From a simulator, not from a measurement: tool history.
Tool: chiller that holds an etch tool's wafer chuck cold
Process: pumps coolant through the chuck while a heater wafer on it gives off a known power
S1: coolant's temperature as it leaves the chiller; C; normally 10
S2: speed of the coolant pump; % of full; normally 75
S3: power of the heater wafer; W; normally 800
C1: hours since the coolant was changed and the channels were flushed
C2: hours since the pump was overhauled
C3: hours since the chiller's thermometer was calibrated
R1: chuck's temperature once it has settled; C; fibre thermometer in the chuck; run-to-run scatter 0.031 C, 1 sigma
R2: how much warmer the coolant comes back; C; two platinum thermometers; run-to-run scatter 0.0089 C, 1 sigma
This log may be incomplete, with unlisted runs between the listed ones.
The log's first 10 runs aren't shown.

Run 11, day 23.312: usual settings but S2 91 % of full; C1 3756; C2 2074; C3 2859. Result: R1 15.83 C, R2 1.500 C.
Run 12, day 25.604: usual settings but S2 91 % of full, S3 562 W; C1 3811; C2 2129; C3 2914. Result: R1 14.09 C, R2 1.011 C.
Run 13, day 27.950: usual settings but S1 13 C; C1 3867; C2 2185; C3 2970. Result: R1 19.61 C, R2 1.828 C.
Run 14, day 31.158: usual settings but S1 13 C; C1 3944; C2 2262; C3 3047. Result: R1 19.62 C, R2 1.815 C.
Run 15, day 34.479: usual settings but S1 13 C; C1 4024; C2 2342; C3 3127. Result: R1 19.63 C, R2 1.784 C.
Run 16, day 37.771: usual settings but S1 14 C; C1 4103; C2 2421; C3 3206. Result: R1 20.63 C, R2 1.757 C.
Run 17, day 40.067: usual settings; C1 4158; C2 2476; C3 3261. Result: R1 16.65 C, R2 1.746 C.
Run 18, day 42.233: usual settings; C1 4210; C2 2528; C3 3313. Result: R1 16.59 C, R2 1.738 C.
Run 19, day 44.875: usual settings but S2 66 % of full, S3 710 W; C1 4273; C2 2591; C3 3376. Result: R1 16.42 C, R2 1.723 C.
Run 20, day 48.329: usual settings but S1 13 C, S2 64 % of full, S3 710 W; C1 4356; C2 2674; C3 3459. Result: R1 19.52 C, R2 1.760 C.
Run 21, day 51.604: usual settings but S1 13 C, S2 64 % of full, S3 710 W; C1 4435; C2 2753; C3 3538. Result: R1 19.53 C, R2 1.745 C.
Run 22, day 53.238: usual settings but S1 14 C, S2 71 % of full, S3 661 W; C1 4474; C2 2792; C3 3577. Result: R1 19.65 C, R2 1.410 C.
Run 23, day 56.142: usual settings but S1 14 C, S2 71 % of full, S3 661 W; C1 4544; C2 2862; C3 3647. Result: R1 19.65 C, R2 1.409 C.
Run 24, day 58.979: usual settings but S1 14 C, S2 71 % of full, S3 661 W; C1 4612; C2 2930; C3 3715. Result: R1 19.64 C, R2 1.373 C.
Run 25, day 60.412: usual settings but S1 5 C, S2 83 % of full, S3 458 W; C1 4646; C2 2964; C3 3749. Result: R1 8.52 C, R2 0.678 C.
Run 26, day 63.517: usual settings but S1 20 C, S3 415 W; C1 4721; C2 3039; C3 3824. Result: R1 23.43 C, R2 0.661 C.

Forecast run 27:
Run 27, day 65.317: usual settings but S1 20 C, S3 415 W; C1 4764; C2 3082; C3 3867. Result: R1 ?, R2 ?.

R1: 23.43 C
R2: 0.650 C
Without the tool's hidden state the same run would have given R1 23.44 C, R2 1.044 C.
